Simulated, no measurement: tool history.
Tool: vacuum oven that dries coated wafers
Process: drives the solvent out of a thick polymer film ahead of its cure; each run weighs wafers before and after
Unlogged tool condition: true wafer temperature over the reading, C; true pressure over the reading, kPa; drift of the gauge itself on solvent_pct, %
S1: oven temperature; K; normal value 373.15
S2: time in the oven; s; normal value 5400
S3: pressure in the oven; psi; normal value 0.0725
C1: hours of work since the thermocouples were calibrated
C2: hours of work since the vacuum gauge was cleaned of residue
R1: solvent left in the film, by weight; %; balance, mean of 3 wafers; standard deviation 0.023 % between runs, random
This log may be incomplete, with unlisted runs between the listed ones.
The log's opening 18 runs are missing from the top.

run 19 hour=241 | S1=373.15 S2=3600 S3=0.0725 | C1=601 C2=565 | R1=1.64
run 20 hour=254.1 | S1=373.15 S2=5400 S3=0.0725 | C1=611 C2=575 | R1=0.79
run 21 hour=267.7 | S1=373.15 S2=5400 S3=0.0795 | C1=621 C2=585 | R1=0.8
run 22 hour=278.5 | S1=373.15 S2=5400 S3=0.0795 | C1=630 C2=593 | R1=0.8
run 23 hour=295.1 | S1=373.15 S2=5400 S3=0.0558 | C1=642 C2=606 | R1=0.72
run 24 hour=305.5 | S1=373.15 S2=5400 S3=0.0725 | C1=650 C2=614 | R1=0.8
run 25 hour=320.2 | S1=377.15 S2=6600 S3=0.2197 | C1=661 C2=625 | R1=0.86
run 26 hour=333.6 | S1=377.15 S2=6600 S3=0.2197 | C1=671 C2=635 | R1=0.86
run 27 hour=350 | S1=382.15 S2=5400 S3=0.0519 | C1=684 C2=647 | R1=0.23
run 28 hour=360.3 | S1=373.15 S2=8760 S3=0.0519 | C1=692 C2=655 | R1=0.27
run 29 hour=379.2 | S1=380.15 S2=7140 S3=0.0582 | C1=706 C2=670 | R1=0.2
run 30 hour=389.7 | S1=380.15 S2=7140 S3=0.0582 | C1=714 C2=678 | R1=0.22
run 31 hour=407 | S1=373.15 S2=5400 S3=0.0383 | C1=727 C2=691 | R1=0.66
run 32 hour=417 | S1=384.15 S2=5700 S3=0.0928 | C1=735 C2=698 | R1=0.27
run 33 hour=432.8 | S1=373.15 S2=2880 S3=0.2821 | C1=747 C2=710 | R1=3.06

What does the tool deliver on the next run?
run 34 hour=448.3 | S1=373.15 S2=2880 S3=0.2821 | C1=758 C2=722 | R1=?

R1: 3.11 %
Take away the tool's hidden state, keep the run-to-run variation as it was, and the same run would have given R1 3.1 %.
